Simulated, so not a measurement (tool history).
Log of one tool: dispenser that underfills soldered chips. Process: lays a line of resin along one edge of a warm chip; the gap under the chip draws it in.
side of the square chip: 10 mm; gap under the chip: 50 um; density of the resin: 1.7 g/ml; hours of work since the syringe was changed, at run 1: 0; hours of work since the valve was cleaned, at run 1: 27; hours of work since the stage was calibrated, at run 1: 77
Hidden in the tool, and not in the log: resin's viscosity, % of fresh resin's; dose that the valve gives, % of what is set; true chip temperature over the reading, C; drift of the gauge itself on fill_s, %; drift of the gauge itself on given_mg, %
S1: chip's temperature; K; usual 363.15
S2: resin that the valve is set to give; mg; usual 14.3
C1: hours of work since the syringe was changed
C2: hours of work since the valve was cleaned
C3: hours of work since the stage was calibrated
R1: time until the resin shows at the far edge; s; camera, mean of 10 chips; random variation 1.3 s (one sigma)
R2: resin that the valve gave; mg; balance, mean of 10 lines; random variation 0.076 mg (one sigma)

| run | hour | S1 | S2 | C1 | C2 | C3 | R1 | R2 |
|---|---|---|---|---|---|---|---|---|
| 1 | 0.0 | 363.15 | 14.3 | 0 | 27 | 77 | 137.1 | 13.96 |
| 2 | 7.0 | 363.15 | 14.3 | 5 | 32 | 82 | 158.0 | 13.87 |
| 3 | 13.0 | 363.15 | 14.3 | 9 | 36 | 87 | 179.5 | 13.91 |
|  | 14.6 | new syringe of resin |
| 4 | 19.8 | 363.15 | 18.4 | 4 | 41 | 91 | 147.4 | 18.02 |
| 5 | 23.6 | 375.15 | 14.3 | 7 | 44 | 94 | 95.8 | 14.05 |
|  | 29.4 | new syringe of resin |
| 6 | 31.1 | 375.15 | 14.3 | 1 | 49 | 99 | 82.9 | 13.79 |
| 7 | 38.7 | 375.15 | 14.3 | 7 | 54 | 105 | 96.1 | 13.86 |
| 8 | 42.7 | 375.15 | 14.3 | 10 | 57 | 108 | 105.5 | 13.82 |
|  | 44.0 | new syringe of resin |
| 9 | 49.9 | 375.15 | 14.3 | 4 | 62 | 113 | 89.7 | 13.76 |
| 10 | 56.2 | 375.15 | 14.3 | 9 | 67 | 117 | 104.2 | 13.71 |
|  | 58.5 | new syringe of resin |
| 11 | 62.0 | 375.15 | 14.3 | 3 | 71 | 121 | 88.6 | 13.79 |
|  | 66.2 | dispensing valve cleaned and set on the balance |
| 12 | 69.6 | 349.15 | 14.3 | 7 | 2 | 126 | 334.7 | 14.30 |
|  | 74.0 | new syringe of resin |
| 13 | 74.0 | 363.15 | 12.6 | 0 | 5 | 129 | 137.2 | 12.43 |
| 14 | 81.3 | 363.15 | 14.3 | 5 | 11 | 134 | 160.8 | 14.35 |
| 15 | 84.7 | 363.15 | 14.3 | 8 | 13 | 137 | 168.6 | 14.11 |
|  | 88.7 | new syringe of resin |
| 16 | 89.8 | 363.15 | 14.3 | 1 | 17 | 140 | 135.6 | 14.08 |
| 17 | 94.5 | 358.15 | 14.3 | 4 | 20 | 144 | 193.1 | 14.05 |
| 18 | 101.9 | 358.15 | 14.3 | 10 | 25 | 149 | 231.6 | 14.15 |
|  | 103.1 | new syringe of resin |
| 19 | 106.6 | 358.15 | 14.3 | 2 | 29 | 152 | 187.1 | 14.29 |
| 20 | 109.9 | 354.15 | 17.0 | 5 | 31 | 154 | 244.6 | 16.62 |
|  | 117.7 | new syringe of resin |
| 21 | 118.0 | 354.15 | 17.0 | 0 | 37 | 160 | 206.7 | 16.56 |
| 22 | 125.7 | 371.15 | 13.1 | 6 | 42 | 166 | 113.7 | 12.77 |
|  | 132.3 | new syringe of resin |
| 23 | 133.4 | 364.15 | 13.9 | 1 | 47 | 171 | 134.3 | 13.51 |
| 24 | 136.8 | 356.15 | 14.3 | 3 | 50 | 173 | 207.9 | 13.90 |
| 25 | 141.8 | 371.15 | 14.6 | 7 | 54 | 177 | 115.9 | 14.20 |
|  | 146.7 | new syringe of resin |
| 26 | 147.4 | 373.15 | 16.3 | 1 | 57 | 181 | 88.4 | 15.83 |
| 27 | 150.6 | 373.15 | 16.3 | 3 | 60 | 183 | 92.5 | 15.70 |
| 28 | 156.2 | 373.15 | 14.3 | 7 | 64 | 187 | 107.7 | 13.78 |
| 29 | 160.3 | 368.15 | 14.5 | 10 | 67 | 190 | 145.5 | 13.98 |
|  | 161.1 | new syringe of resin |
| 30 | 168.4 | 368.15 | 14.5 | 5 | 72 | 196 | 130.9 | 13.87 |
|  | 170.7 | dispensing valve cleaned and set on the balance |
|  | 176.6 | new syringe of resin |
| 31 | 176.6 | 368.15 | 14.5 | 0 | 4 | 201 | 106.6 | 14.48 |
| 32 | 183.9 | 368.15 | 14.5 | 5 | 9 | 206 | 125.5 | 14.45 |
|  | 190.9 | new syringe of resin |
| 33 | 191.7 | 370.15 | 18.2 | 1 | 15 | 212 | 100.2 | 18.05 |
| 34 | 196.8 | 370.15 | 18.2 | 4 | 18 | 215 | 110.7 | 18.03 |
| 35 | 203.2 | 373.15 | 15.5 | 9 | 23 | 220 | 113.0 | 15.40 |
|  | 205.6 | new syringe of resin |
| 36 | 207.8 | 378.15 | 14.3 | 2 | 26 | 223 | 75.5 | 14.13 |
| 37 | 211.7 | 378.15 | 14.3 | 4 | 29 | 226 | 82.5 | 13.98 |

Measured less the same run without the tool's hidden state. The same run-to-run variation is in both; the gauge's scatter may not be:
| run | R1 | R2 |
|---|---|---|
| 1 | +3.0 | -0.23 |
| 2 | +25.6 | -0.28 |
| 3 | +48.2 | -0.31 |
| 4 | +18.4 | -0.44 |
| 5 | +19.0 | -0.37 |
| 6 | +4.1 | -0.41 |
| 7 | +19.1 | -0.45 |
| 8 | +28.1 | -0.48 |
| 9 | +13.2 | -0.52 |
| 10 | +26.8 | -0.56 |
| 11 | +9.8 | -0.59 |
| 12 | +78.1 | -0.02 |
| 13 | +3.6 | -0.03 |
| 14 | +27.8 | -0.08 |
| 15 | +39.0 | -0.10 |
| 16 | +5.8 | -0.13 |
| 17 | +26.8 | -0.16 |
| 18 | +62.1 | -0.20 |
| 19 | +19.7 | -0.23 |
| 20 | +41.5 | -0.29 |
| 21 | +8.5 | -0.34 |
| 22 | +22.0 | -0.30 |
| 23 | +7.2 | -0.36 |
| 24 | +25.3 | -0.39 |
| 25 | +24.7 | -0.43 |
| 26 | +4.2 | -0.51 |
| 27 | +10.4 | -0.53 |
| 28 | +23.6 | -0.50 |
| 29 | +41.8 | -0.53 |
| 30 | +25.5 | -0.58 |
| 31 | +4.2 | -0.02 |
| 32 | +23.1 | -0.06 |
| 33 | +5.3 | -0.13 |
| 34 | +17.0 | -0.17 |
| 35 | +30.1 | -0.18 |
| 36 | +8.1 | -0.20 |
| 37 | +15.0 | -0.21 |
